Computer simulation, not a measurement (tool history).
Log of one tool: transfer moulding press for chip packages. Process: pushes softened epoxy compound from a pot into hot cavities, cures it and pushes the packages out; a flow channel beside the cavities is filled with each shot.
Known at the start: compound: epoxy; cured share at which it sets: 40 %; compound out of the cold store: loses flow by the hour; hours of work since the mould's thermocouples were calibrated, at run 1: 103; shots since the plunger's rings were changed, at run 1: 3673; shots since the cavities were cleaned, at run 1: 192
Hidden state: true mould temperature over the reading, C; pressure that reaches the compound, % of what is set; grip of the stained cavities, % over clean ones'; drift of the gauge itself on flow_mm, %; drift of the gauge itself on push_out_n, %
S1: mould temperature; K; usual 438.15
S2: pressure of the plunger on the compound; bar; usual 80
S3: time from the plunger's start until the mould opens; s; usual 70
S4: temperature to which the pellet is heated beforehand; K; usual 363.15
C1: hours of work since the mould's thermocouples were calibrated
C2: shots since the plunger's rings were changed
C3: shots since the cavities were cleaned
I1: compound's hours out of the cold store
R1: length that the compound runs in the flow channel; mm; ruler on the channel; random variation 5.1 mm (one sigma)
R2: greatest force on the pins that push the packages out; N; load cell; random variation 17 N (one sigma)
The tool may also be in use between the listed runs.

| run | hour | S1 | S2 | S3 | S4 | C1 | C2 | C3 | I1 | R1 | R2 |
|---|---|---|---|---|---|---|---|---|---|---|---|
| 1 | 0 | 438.15 | 80 | 70 | 363.15 | 103 | 3673 | 192 | 13.3 | 531 | 1167 |
|  | 44.5 | cavities cleaned with cleaning compound and waxed |
| 2 | 70.8 | 438.15 | 80 | 70 | 363.15 | 133 | 4377 | 267 | 36.2 | 480 | 1134 |
|  | 109.7 | cavities cleaned with cleaning compound and waxed |
| 3 | 156.6 | 438.15 | 80 | 70 | 363.15 | 169 | 5235 | 477 | 29.3 | 488 | 1327 |
|  | 170.7 | cavities cleaned with cleaning compound and waxed |
|  | 192.4 | plunger's sealing rings changed |
| 4 | 224.3 | 443.15 | 80 | 70 | 363.15 | 197 | 325 | 520 | 8.2 | 563 | 1087 |
|  | 234.8 | cavities cleaned with cleaning compound and waxed |
| 5 | 275.3 | 443.15 | 80 | 70 | 363.15 | 218 | 828 | 412 | 25.6 | 517 | 953 |
|  | 284.6 | mould's thermocouples calibrated |
|  | 297.2 | cavities cleaned with cleaning compound and waxed |
|  | 357.8 | cavities cleaned with cleaning compound and waxed |
| 6 | 377 | 445.15 | 80 | 88 | 363.15 | 38 | 1811 | 195 | 19.2 | 520 | 591 |
|  | 417.1 | cavities cleaned with cleaning compound and waxed |
| 7 | 446.9 | 445.15 | 80 | 88 | 363.15 | 68 | 2507 | 303 | 30.5 | 482 | 650 |
|  | 477.8 | cavities cleaned with cleaning compound and waxed |
|  | 528.9 | mould's thermocouples calibrated, once more |
|  | 539.2 | cavities cleaned with cleaning compound and waxed |
| 8 | 539.2 | 445.15 | 80 | 88 | 363.15 | 4 | 3394 | 0 | 13.2 | 519 | 465 |
|  | 603.8 | cavities cleaned with cleaning compound and waxed |
| 9 | 641.8 | 438.15 | 90.5 | 70 | 364.15 | 47 | 4423 | 387 | 44.5 | 488 | 1220 |
|  | 670.5 | cavities cleaned with cleaning compound and waxed |
|  | 730 | cavities cleaned with cleaning compound and waxed |
| 10 | 730 | 438.15 | 90.5 | 70 | 364.15 | 84 | 5289 | 0 | 38.9 | 497 | 845 |

4 ways to go on from here, each from the tool as it stands after run 10. What would each give?
|  | 763.7 | plunger's sealing rings changed |
|  | 796.3 | cavities cleaned with cleaning compound and waxed |
| A | 813.2 | 437.15 | 91 | 70 | 363.15 | 118 | 487 | 171 | 20.7 | ? | ? |
|  | 763.7 | plunger's sealing rings changed |
|  | 796.3 | cavities cleaned with cleaning compound and waxed |
| B | 813.2 | 437.15 | 90.5 | 70 | 364.15 | 118 | 487 | 171 | 16.2 | ? | ? |
|  | 763.7 | plunger's sealing rings changed |
|  | 796.3 | cavities cleaned with cleaning compound and waxed |
| C | 813.2 | 438.15 | 90.5 | 90 | 364.15 | 118 | 487 | 171 | 46.8 | ? | ? |
|  | 763.7 | plunger's sealing rings changed |
|  | 796.3 | cavities cleaned with cleaning compound and waxed |
| D | 813.2 | 438.15 | 97.6 | 70 | 363.15 | 118 | 487 | 171 | 31.4 | ? | ? |

| run | R1 | R2 |
|---|---|---|
| A | 581 | 1203 |
| B | 594 | 1244 |
| C | 530 | 665 |
| D | 574 | 1080 |
Without the tool's hidden state the same runs would have given:
| run | R1 | R2 |
|---|---|---|
| A | 586 | 926 |
| B | 599 | 960 |
| C | 534 | 513 |
| D | 578 | 832 |
